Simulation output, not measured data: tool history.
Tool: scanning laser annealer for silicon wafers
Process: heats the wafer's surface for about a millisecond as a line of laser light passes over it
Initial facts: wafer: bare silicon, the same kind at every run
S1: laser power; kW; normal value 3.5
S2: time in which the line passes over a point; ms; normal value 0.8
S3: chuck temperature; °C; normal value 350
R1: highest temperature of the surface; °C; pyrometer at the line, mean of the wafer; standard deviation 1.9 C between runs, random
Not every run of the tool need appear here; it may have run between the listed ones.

run 1 day=0 | S1=3.5 S2=0.8 S3=350 | R1=1142
run 2 day=0.246 | S1=3.5 S2=0.8 S3=350 | R1=1140
run 3 day=0.512 | S1=3.5 S2=0.8 S3=350 | R1=1139
run 4 day=0.862 | S1=3.5 S2=0.8 S3=350 | R1=1143
run 5 day=1.338 | S1=3.5 S2=0.8 S3=319 | R1=1110
run 6 day=1.642 | S1=3.5 S2=0.8 S3=319 | R1=1108
-- day=2.1 window over the wafer cleaned
run 7 day=2.179 | S1=3.153 S2=0.8 S3=319 | R1=1012
run 8 day=2.583 | S1=3.153 S2=0.8 S3=372 | R1=1059
run 9 day=2.975 | S1=3.153 S2=0.8 S3=372 | R1=1066
run 10 day=3.217 | S1=3.153 S2=0.8 S3=372 | R1=1063
run 11 day=3.508 | S1=3.239 S2=0.8 S3=347 | R1=1065
run 12 day=3.792 | S1=3.396 S2=0.634 S3=335 | R1=1003
run 13 day=4.288 | S1=3.188 S2=0.754 S3=364 | R1=1045

Run 14 is up next; what results do you expect?
run 14 day=4.629 | S1=3.802 S2=0.709 S3=352 | R1=?

{"run 14": {"R1": 1175}}
If the tool had no hidden condition, the same run with the same run-to-run variation would have returned R1 1176 °C.

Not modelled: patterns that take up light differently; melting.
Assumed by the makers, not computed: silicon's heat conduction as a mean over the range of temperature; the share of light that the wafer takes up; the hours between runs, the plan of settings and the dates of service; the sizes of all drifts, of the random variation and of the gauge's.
